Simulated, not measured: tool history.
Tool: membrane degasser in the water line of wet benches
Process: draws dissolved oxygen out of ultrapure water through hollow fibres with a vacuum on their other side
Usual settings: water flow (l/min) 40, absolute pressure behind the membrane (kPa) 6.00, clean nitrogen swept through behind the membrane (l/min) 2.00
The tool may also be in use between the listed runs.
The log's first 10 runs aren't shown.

run    hour  water flow (l/min)  absolute pressure behind the membrane (kPa)  clean nitrogen swept through behind the membrane (l/min)  hours since the membrane was changed  hours since the vacuum gauge was calibrated  hours since the vacuum lines were made tight  dissolved oxygen in the water behind the degasser (ppb)  pressure that the water loses in the fibres (kPa)
 11   606.0                  32                                         6.00                                                      1.75                                  2557                                         2274                                          1244                                                    125.0                                              53.75
 12   644.1                  32                                         5.25                                                      1.75                                  2595                                         2312                                          1282                                                     92.1                                              53.46
 13   681.0                  60                                         5.25                                                      1.75                                  2632                                         2349                                          1319                                                    181.3                                             100.44
 14   719.1                  60                                         5.25                                                      1.75                                  2670                                         2387                                          1358                                                    185.9                                             100.15
 15   777.0                  31                                         6.00                                                      2.00                                  2727                                         2445                                          1415                                                    106.0                                              52.13
 16   843.1                  31                                         6.00                                                      2.00                                  2794                                         2511                                          1481                                                    105.1                                              52.06
 17   893.0                  31                                         6.00                                                      2.00                                  2844                                         2561                                          1531                                                    106.5                                              51.84
 18   946.6                  31                                         6.00                                                      2.00                                  2897                                         2614                                          1585                                                    104.8                                              51.83
 19  1002.1                  25                                         6.00                                                      4.16                                  2953                                         2670                                          1640                                                     45.0                                              41.79
 20  1077.8                  39                                        10.67                                                      1.28                                  3028                                         2746                                          1716                                                    477.3                                              65.34
 21  1135.8                  26                                         6.54                                                      2.71                                  3086                                         2804                                          1774                                                     79.9                                              43.44
 22  1182.9                  39                                         8.60                                                      1.98                                  3133                                         2851                                          1821                                                    242.6                                              65.28
 23  1240.1                  28                                         6.00                                                      0.84                                  3191                                         2908                                          1878                                                    192.6                                              46.75
 24  1273.8                  51                                         6.68                                                      1.18                                  3224                                         2942                                          1912                                                    316.3                                              84.86
 25  1351.0                  60                                         4.13                                                      1.18                                  3302                                         3019                                          1989                                                    130.6                                              99.81
 26  1412.3                  36                                         9.10                                                      2.46                                  3363                                         3080                                          2051                                                    203.9                                              59.98
 27  1475.8                  25                                         5.37                                                      2.65                                  3426                                         3144                                          2114                                                     52.6                                              41.79
 28  1521.6                  33                                        11.10                                                      2.15                                  3472                                         3189                                          2160                                                    277.3                                              55.06
 29  1587.4                  33                                        11.10                                                      2.15                                  3538                                         3255                                          2226                                                    277.4                                              54.56
 30  1658.7                  33                                         9.19                                                      3.35                                  3609                                         3326                                          2297                                                    145.0                                              54.75
 31  1711.7                  33                                         9.19                                                      3.35                                  3662                                         3379                                          2350                                                    147.0                                              54.62
     1725.8  -- gauge calibrated
 32  1747.6                  50                                         9.19                                                      2.42                                  3698                                         3415                                          2386                                                    291.5                                              84.53

4 ways to go on from here, each from the tool as it stands after run 32. What would each give?
  A  1784.3                  32                                        11.48                                                      0.87                                  3735                                         3452                                          2423                                                        ?                                                  ?
  B  1784.3                  46                                         9.96                                                      2.42                                  3735                                         3452                                          2423                                                        ?                                                  ?
  C  1784.3                  27                                         6.43                                                      1.94                                  3735                                         3452                                          2423                                                        ?                                                  ?
  D  1784.3                  63                                         6.73                                                      2.75                                  3735                                         3452                                          2423                                                        ?                                                  ?

run  dissolved oxygen in the water behind the degasser (ppb)  pressure that the water loses in the fibres (kPa)
  A                                                    589.9                                              54.04
  B                                                    298.5                                              77.12
  C                                                    105.7                                              45.35
  D                                                    220.8                                             106.32
Without the tool's hidden state the same runs would have given:
run  dissolved oxygen in the water behind the degasser (ppb)  pressure that the water loses in the fibres (kPa)
  A                                                    589.7                                              54.06
  B                                                    298.4                                              77.15
  C                                                    105.6                                              45.37
  D                                                    220.7                                             106.36
